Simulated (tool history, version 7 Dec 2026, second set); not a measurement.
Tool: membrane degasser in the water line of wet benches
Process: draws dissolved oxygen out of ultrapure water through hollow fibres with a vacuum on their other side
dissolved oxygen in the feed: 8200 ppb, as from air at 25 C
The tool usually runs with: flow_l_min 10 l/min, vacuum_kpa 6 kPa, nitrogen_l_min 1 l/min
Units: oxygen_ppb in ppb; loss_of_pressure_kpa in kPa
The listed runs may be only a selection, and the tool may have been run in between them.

run	hour	flow_l_min	vacuum_kpa	nitrogen_l_min	oxygen_ppb	loss_of_pressure_kpa
1	0	10	6	1	71.7	48.59
2	41.5	10	4.67	1	40.4	48.22
3	65.8	10	6	1	70.9	48.32
4	95.4	11	6	1	83.6	53.27
5	123.8	11	6	1	81.8	53.09
6	165.3	10	6	1	71.7	48.21
7	200.2	10	6	1	72	48.22
8	246.3	10	6	2.91	29.8	48.26
9	294.5	10	6	1	71.8	48.4
10	346.4	10	6	1	72.6	48.52
11	373.7	10	6	1	72.7	48.38
12	429.1	10	6	1	72.8	48.69
13	481	10	6	1	72.3	48.51
14	523	10	6	1	73.1	48.5
15	557.9	10	6	1	71.9	48.56
16	589.8	10	6	0.67	103.3	48.53
17	628.4	10	6	0.67	101.8	48.46
18	654.3	14	6	1.04	121.6	68.02
19	701.7	14	6	1.04	122.7	68.1
20	737.1	14	6	1.04	122.3	68.03
21	781.5	14	6	1.04	124.5	67.53
22	837.5	6	6	1	42.6	29.17
23	884.5	6	6	1	42.3	29.15
24	928.6	15	6.24	0.62	206.5	72.61
25	968.1	15	6.24	0.62	211.3	72.63
26	1001.8	10	8.91	2.09	72.6	48.01
27	1050.2	10	8.91	2.09	71.8	48.53

Each run again, without the hidden state but with its own random variation kept:
The hidden state here: membrane still open, %; true pressure behind the membrane over the reading, kPa; air that leaks in behind the membrane, l/min; drift of the gauge itself on oxygen_ppb, %; drift of the gauge itself on loss_of_pressure_kpa, %.
run	oxygen_ppb	loss_of_pressure_kpa
1	70.8	48.54
2	39.5	48.16
3	70	48.25
4	82.4	53.19
5	80.6	53
6	70.5	48.12
7	70.8	48.13
8	29.2	48.15
9	70.5	48.28
10	71.2	48.39
11	71.3	48.24
12	71.2	48.55
13	70.7	48.36
14	71.4	48.33
15	70.2	48.38
16	100.8	48.36
17	99.3	48.27
18	118.8	67.75
19	119.7	67.81
20	119.3	67.73
21	121.4	67.22
22	41.2	29.03
23	40.9	29
24	201.3	72.24
25	205.8	72.24
26	71.1	47.75
27	70.2	48.25
